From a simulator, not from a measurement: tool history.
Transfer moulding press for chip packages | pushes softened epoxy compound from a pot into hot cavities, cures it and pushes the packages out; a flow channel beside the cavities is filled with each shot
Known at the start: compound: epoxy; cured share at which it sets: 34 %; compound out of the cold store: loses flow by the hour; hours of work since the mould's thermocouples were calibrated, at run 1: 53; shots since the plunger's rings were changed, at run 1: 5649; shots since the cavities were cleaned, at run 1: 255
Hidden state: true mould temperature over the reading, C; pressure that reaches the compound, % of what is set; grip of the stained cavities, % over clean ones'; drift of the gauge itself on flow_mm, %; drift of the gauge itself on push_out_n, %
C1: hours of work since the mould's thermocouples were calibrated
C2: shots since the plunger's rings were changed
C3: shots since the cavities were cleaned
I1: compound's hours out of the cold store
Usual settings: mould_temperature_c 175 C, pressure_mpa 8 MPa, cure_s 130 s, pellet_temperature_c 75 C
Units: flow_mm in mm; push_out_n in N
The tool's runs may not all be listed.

{"run": 1, "hour": 0.0, "mould_temperature_c": 175, "pressure_mpa": 8, "cure_s": 130, "pellet_temperature_c": 75, "C1": 53, "C2": 5649, "C3": 255, "I1": 46.6, "flow_mm": 753, "push_out_n": 566}
{"run": 2, "hour": 44.8, "mould_temperature_c": 175, "pressure_mpa": 8, "cure_s": 130, "pellet_temperature_c": 76, "C1": 74, "C2": 5927, "C3": 533, "I1": 44.6, "flow_mm": 764, "push_out_n": 667}
{"run": 3, "hour": 102.2, "mould_temperature_c": 175, "pressure_mpa": 8, "cure_s": 130, "pellet_temperature_c": 68, "C1": 100, "C2": 6285, "C3": 891, "I1": 23.6, "flow_mm": 838, "push_out_n": 793}
{"hour": 115.5, "done": "plunger's sealing rings changed"}
{"hour": 117.0, "done": "cavities cleaned with cleaning compound and waxed"}
{"run": 4, "hour": 144.0, "mould_temperature_c": 175, "pressure_mpa": 8, "cure_s": 130, "pellet_temperature_c": 68, "C1": 117, "C2": 168, "C3": 168, "I1": 34.5, "flow_mm": 838, "push_out_n": 567}
{"run": 5, "hour": 184.4, "mould_temperature_c": 175, "pressure_mpa": 8, "cure_s": 130, "pellet_temperature_c": 68, "C1": 136, "C2": 420, "C3": 420, "I1": 28.7, "flow_mm": 872, "push_out_n": 667}
{"run": 6, "hour": 245.5, "mould_temperature_c": 175, "pressure_mpa": 8, "cure_s": 130, "pellet_temperature_c": 68, "C1": 163, "C2": 800, "C3": 800, "I1": 15.3, "flow_mm": 926, "push_out_n": 747}
{"hour": 269.2, "done": "cavities cleaned with cleaning compound and waxed"}
{"run": 7, "hour": 307.8, "mould_temperature_c": 175, "pressure_mpa": 8, "cure_s": 130, "pellet_temperature_c": 75, "C1": 191, "C2": 1178, "C3": 240, "I1": 21.7, "flow_mm": 891, "push_out_n": 622}
{"run": 8, "hour": 356.6, "mould_temperature_c": 175, "pressure_mpa": 8, "cure_s": 130, "pellet_temperature_c": 75, "C1": 213, "C2": 1482, "C3": 544, "I1": 29.2, "flow_mm": 846, "push_out_n": 686}
{"run": 9, "hour": 412.0, "mould_temperature_c": 175, "pressure_mpa": 8, "cure_s": 155, "pellet_temperature_c": 75, "C1": 239, "C2": 1827, "C3": 889, "I1": 33.7, "flow_mm": 821, "push_out_n": 697}
{"hour": 426.4, "done": "cavities cleaned with cleaning compound and waxed"}
{"run": 10, "hour": 480.8, "mould_temperature_c": 175, "pressure_mpa": 8, "cure_s": 155, "pellet_temperature_c": 75, "C1": 269, "C2": 2246, "C3": 339, "I1": 8.9, "flow_mm": 940, "push_out_n": 574}
{"hour": 488.3, "done": "mould's thermocouples calibrated"}
{"run": 11, "hour": 555.6, "mould_temperature_c": 175, "pressure_mpa": 8, "cure_s": 130, "pellet_temperature_c": 72, "C1": 31, "C2": 2699, "C3": 792, "I1": 26.9, "flow_mm": 838, "push_out_n": 746}
{"hour": 584.3, "done": "cavities cleaned with cleaning compound and waxed"}
{"run": 12, "hour": 588.3, "mould_temperature_c": 175, "pressure_mpa": 8, "cure_s": 130, "pellet_temperature_c": 72, "C1": 45, "C2": 2893, "C3": 25, "I1": 35.8, "flow_mm": 821, "push_out_n": 495}
{"run": 13, "hour": 646.5, "mould_temperature_c": 175, "pressure_mpa": 8, "cure_s": 130, "pellet_temperature_c": 75, "C1": 72, "C2": 3255, "C3": 387, "I1": 9.7, "flow_mm": 919, "push_out_n": 693}
{"run": 14, "hour": 685.2, "mould_temperature_c": 175, "pressure_mpa": 8, "cure_s": 130, "pellet_temperature_c": 75, "C1": 89, "C2": 3496, "C3": 628, "I1": 19.6, "flow_mm": 869, "push_out_n": 702}
{"hour": 696.6, "done": "mould's thermocouples calibrated, once more"}
{"hour": 739.2, "done": "cavities cleaned with cleaning compound and waxed"}
{"run": 15, "hour": 739.2, "mould_temperature_c": 175, "pressure_mpa": 8, "cure_s": 111, "pellet_temperature_c": 75, "C1": 19, "C2": 3810, "C3": 0, "I1": 10.8, "flow_mm": 927, "push_out_n": 616}
{"run": 16, "hour": 786.2, "mould_temperature_c": 175, "pressure_mpa": 6.32, "cure_s": 154, "pellet_temperature_c": 75, "C1": 40, "C2": 4103, "C3": 293, "I1": 14.2, "flow_mm": 789, "push_out_n": 556}
{"run": 17, "hour": 826.3, "mould_temperature_c": 175, "pressure_mpa": 7.18, "cure_s": 116, "pellet_temperature_c": 70, "C1": 59, "C2": 4352, "C3": 542, "I1": 10.4, "flow_mm": 869, "push_out_n": 804}
{"run": 18, "hour": 861.9, "mould_temperature_c": 175, "pressure_mpa": 6.92, "cure_s": 120, "pellet_temperature_c": 75, "C1": 75, "C2": 4574, "C3": 764, "I1": 31.4, "flow_mm": 770, "push_out_n": 811}
{"hour": 891.6, "done": "cavities cleaned with cleaning compound and waxed"}
{"run": 19, "hour": 936.6, "mould_temperature_c": 181, "pressure_mpa": 7.79, "cure_s": 131, "pellet_temperature_c": 75, "C1": 108, "C2": 5030, "C3": 280, "I1": 28.3, "flow_mm": 805, "push_out_n": 529}
{"run": 20, "hour": 995.8, "mould_temperature_c": 174, "pressure_mpa": 8.05, "cure_s": 165, "pellet_temperature_c": 80, "C1": 135, "C2": 5398, "C3": 648, "I1": 43.7, "flow_mm": 773, "push_out_n": 654}
{"run": 21, "hour": 1036.8, "mould_temperature_c": 174, "pressure_mpa": 8.05, "cure_s": 165, "pellet_temperature_c": 80, "C1": 154, "C2": 5653, "C3": 903, "I1": 31.8, "flow_mm": 816, "push_out_n": 666}
{"hour": 1046.5, "done": "cavities cleaned with cleaning compound and waxed"}
{"run": 22, "hour": 1087.8, "mould_temperature_c": 174, "pressure_mpa": 8.05, "cure_s": 165, "pellet_temperature_c": 80, "C1": 177, "C2": 5961, "C3": 257, "I1": 16.7, "flow_mm": 867, "push_out_n": 564}
{"run": 23, "hour": 1145.7, "mould_temperature_c": 174, "pressure_mpa": 8.05, "cure_s": 165, "pellet_temperature_c": 80, "C1": 203, "C2": 6321, "C3": 617, "I1": 10.7, "flow_mm": 893, "push_out_n": 655}
{"hour": 1151.8, "done": "plunger's sealing rings changed"}
{"hour": 1203.8, "done": "cavities cleaned with cleaning compound and waxed"}
{"run": 24, "hour": 1208.7, "mould_temperature_c": 174, "pressure_mpa": 6.2, "cure_s": 135, "pellet_temperature_c": 68, "C1": 230, "C2": 344, "C3": 30, "I1": 40.6, "flow_mm": 727, "push_out_n": 503}
{"run": 25, "hour": 1274.4, "mould_temperature_c": 170, "pressure_mpa": 7.69, "cure_s": 123, "pellet_temperature_c": 80, "C1": 260, "C2": 753, "C3": 439, "I1": 34.1, "flow_mm": 852, "push_out_n": 891}
{"run": 26, "hour": 1341.8, "mould_temperature_c": 175, "pressure_mpa": 6.7, "cure_s": 125, "pellet_temperature_c": 67, "C1": 291, "C2": 1173, "C3": 859, "I1": 15.5, "flow_mm": 841, "push_out_n": 834}
{"hour": 1356.6, "done": "cavities cleaned with cleaning compound and waxed"}
{"run": 27, "hour": 1382.3, "mould_temperature_c": 175, "pressure_mpa": 6.7, "cure_s": 125, "pellet_temperature_c": 67, "C1": 308, "C2": 1416, "C3": 160, "I1": 24.5, "flow_mm": 811, "push_out_n": 613}

4 ways to go on from here, each from the tool as it stands after run 27. What would each give?
{"run": "A", "hour": 1455.6, "mould_temperature_c": 172, "pressure_mpa": 8, "cure_s": 152, "pellet_temperature_c": 75, "C1": 342, "C2": 1872, "C3": 616, "I1": 40.9, "flow_mm": "?", "push_out_n": "?"}
{"run": "B", "hour": 1455.6, "mould_temperature_c": 171, "pressure_mpa": 7.06, "cure_s": 147, "pellet_temperature_c": 67, "C1": 342, "C2": 1872, "C3": 616, "I1": 43.5, "flow_mm": "?", "push_out_n": "?"}
{"run": "C", "hour": 1455.6, "mould_temperature_c": 181, "pressure_mpa": 6.7, "cure_s": 125, "pellet_temperature_c": 77, "C1": 342, "C2": 1872, "C3": 616, "I1": 40.1, "flow_mm": "?", "push_out_n": "?"}
{"run": "D", "hour": 1455.6, "mould_temperature_c": 171, "pressure_mpa": 7.33, "cure_s": 121, "pellet_temperature_c": 75, "C1": 342, "C2": 1872, "C3": 616, "I1": 37.4, "flow_mm": "?", "push_out_n": "?"}

run=A flow_mm=808 push_out_n=683
run=B flow_mm=767 push_out_n=697
run=C flow_mm=723 push_out_n=646
run=D flow_mm=792 push_out_n=909
Without the tool's hidden state the same runs would have given:
run=A flow_mm=821 push_out_n=463
run=B flow_mm=779 push_out_n=466
run=C flow_mm=735 push_out_n=439
run=D flow_mm=805 push_out_n=597
